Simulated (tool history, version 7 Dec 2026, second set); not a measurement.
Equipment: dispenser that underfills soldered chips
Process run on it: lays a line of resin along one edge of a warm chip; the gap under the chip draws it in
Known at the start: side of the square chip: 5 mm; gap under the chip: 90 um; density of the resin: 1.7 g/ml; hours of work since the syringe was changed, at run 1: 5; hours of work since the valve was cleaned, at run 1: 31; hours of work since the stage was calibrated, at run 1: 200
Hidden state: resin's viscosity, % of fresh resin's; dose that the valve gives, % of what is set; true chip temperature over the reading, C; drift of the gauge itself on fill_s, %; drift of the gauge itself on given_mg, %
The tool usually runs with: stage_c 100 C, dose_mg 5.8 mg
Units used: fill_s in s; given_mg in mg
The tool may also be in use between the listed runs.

run,day,stage_c,dose_mg,hours of work since the syringe was changed,hours of work since the valve was cleaned,hours of work since the stage was calibrated,fill_s,given_mg
1,0,100,5.8,5,31,200,19.5,5.7
# day 0.158: new syringe of resin
2,0.329,100,6.82,3,36,205,16.5,6.69
3,0.579,100,6.82,6,40,209,19.9,6.64
# day 0.654: new syringe of resin
4,0.946,100,5.8,4,45,214,18.4,5.6
# day 1.167: new syringe of resin
5,1.212,100,5.8,1,49,218,15.6,5.59
6,1.583,100,5.72,6,55,224,20.5,5.52
# day 1.683: new syringe of resin
# day 1.75: dispensing valve cleaned and set on the balance
7,1.871,100,5.72,2,2,227,16.8,5.7
8,2.067,100,5.72,5,5,230,19.7,5.67
# day 2.233: new syringe of resin
9,2.325,100,5.72,1,9,234,15.3,5.69
10,2.683,100,5.72,7,14,240,21.1,5.66
# day 2.733: new syringe of resin
11,3.067,105,5.8,5,20,245,16.4,5.7
# day 3.254: new syringe of resin
12,3.429,102,5.8,3,25,251,15.4,5.68
# day 3.771: new syringe of resin
13,3.779,102,5.8,0,30,256,13.9,5.65
14,4.121,102,5.55,5,35,261,18.2,5.45
# day 4.283: new syringe of resin
15,4.508,102,5.55,3,41,267,17.2,5.39
16,4.729,100,6.52,7,45,270,21.4,6.35
# day 4.812: new syringe of resin
17,5.062,100,5.64,4,50,275,18.3,5.5
# day 5.317: new syringe of resin
18,5.354,100,5.42,1,54,279,15.7,5.22
# day 5.567: dispensing valve cleaned and set on the balance
19,5.679,100,5.42,5,2,284,20.5,5.42
# day 5.888: new syringe of resin
20,6.092,87,5.2,3,8,290,26.9,5.18
21,6.321,87,7.01,7,11,293,31.1,6.98
# day 6.392: new syringe of resin
22,6.521,112,7.01,2,14,296,11,6.88
23,6.8,112,7.01,6,19,300,14.1,6.92
# day 6.896: new syringe of resin
24,6.988,112,7.01,1,21,303,10.8,6.94
25,7.175,114,7.47,4,24,306,11.7,7.38
26,7.338,92,6.67,7,27,309,26.8,6.51
# day 7.4: new syringe of resin
27,7.679,108,6.78,4,32,314,14.5,6.68
# day 7.9: new syringe of resin
28,7.929,87,5.36,0,35,317,23.6,5.23
29,8.233,87,5.36,5,40,322,30.5,5.28
# day 8.421: new syringe of resin
30,8.533,92,7.39,2,44,326,21.6,7.19
31,8.858,106,6.27,7,49,331,17.4,6.16
# day 8.917: new syringe of resin
32,9.175,106,6.27,4,54,336,15.5,6.05
# day 9.396: dispensing valve cleaned and set on the balance
# day 9.467: new syringe of resin
33,9.629,93,6.27,2,3,342,21.5,6.24
34,9.879,93,6.13,6,7,346,25.7,6.09
# day 9.967: new syringe of resin
35,10.242,93,6.13,4,13,351,23.1,6.04

Each row is a separate what-if for the run after 35, all from the same tool condition, not one after another. Results?
# day 10.471: new syringe of resin
A,10.662,108,5.91,3,19,357,?,?
# day 10.471: new syringe of resin
B,10.662,97,6.55,3,19,357,?,?
# day 10.471: new syringe of resin
C,10.662,112,6.38,3,19,357,?,?
# day 10.471: new syringe of resin
D,10.662,92,5.69,3,19,357,?,?

run,fill_s,given_mg
A,13.2,5.85
B,18.8,6.51
C,11.5,6.32
D,22.3,5.65
What these runs would have given with no unlogged condition in the tool:
run,fill_s,given_mg
A,10.9,5.92
B,15.6,6.58
C,9.5,6.39
D,18.4,5.71
